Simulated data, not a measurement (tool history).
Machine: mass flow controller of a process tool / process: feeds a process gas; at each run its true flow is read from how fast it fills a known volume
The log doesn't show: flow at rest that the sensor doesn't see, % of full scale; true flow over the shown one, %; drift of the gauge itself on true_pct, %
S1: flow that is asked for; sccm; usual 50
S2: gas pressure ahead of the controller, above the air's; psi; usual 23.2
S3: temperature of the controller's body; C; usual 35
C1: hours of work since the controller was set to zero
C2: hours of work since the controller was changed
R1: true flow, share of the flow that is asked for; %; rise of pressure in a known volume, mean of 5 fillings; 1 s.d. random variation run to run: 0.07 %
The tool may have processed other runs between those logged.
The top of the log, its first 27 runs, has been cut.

run,hour,S1,S2,S3,C1,C2,R1
28,8912.8,95,27.6,33,1243,1243,100.6
29,9324.3,95,27.6,33,1489,1489,100.65
30,9627.8,53,23.2,35,1671,1671,99.1
31,9845,11,23.2,20,1801,1801,94.29
32,10066.9,11,23.2,20,1934,1934,93.99
33,10437.7,37,21.9,24,2156,2156,97.5
34,10819.8,37,21.9,24,2385,2385,97.44
35,11054.3,81,21.9,32,2526,2526,99.9
36,11272.5,81,21.9,32,2656,2656,100.06
37,11615.3,14,29.7,32,2862,2862,94.94
38,11868.5,50,23.1,31,3013,3013,98.71
39,12294.9,32,23.2,35,3269,3269,97.81
40,12654.5,18,36.5,39,3484,3484,96.27
41,12853.7,12,22.5,36,3603,3603,93.24
42,13305.8,57,38.3,22,3874,3874,98.7

Alternative continuations, all from the tool just after run 42; predict every row:
A,13571.6,17,28.9,35,4033,4033,?
B,13571.6,44,32.3,32,4033,4033,?
C,13571.6,11,24.8,32,4033,4033,?
D,13571.6,82,23.2,35,4033,4033,?
E,13571.6,57,38.3,38,4033,4033,?

run,R1
A,94.93
B,98.7
C,91.77
D,100.4
E,99.89
Without the tool's unlogged condition, the same runs would have read:
run,R1
A,98.47
B,99.26
C,97.96
D,100.1
E,100.02

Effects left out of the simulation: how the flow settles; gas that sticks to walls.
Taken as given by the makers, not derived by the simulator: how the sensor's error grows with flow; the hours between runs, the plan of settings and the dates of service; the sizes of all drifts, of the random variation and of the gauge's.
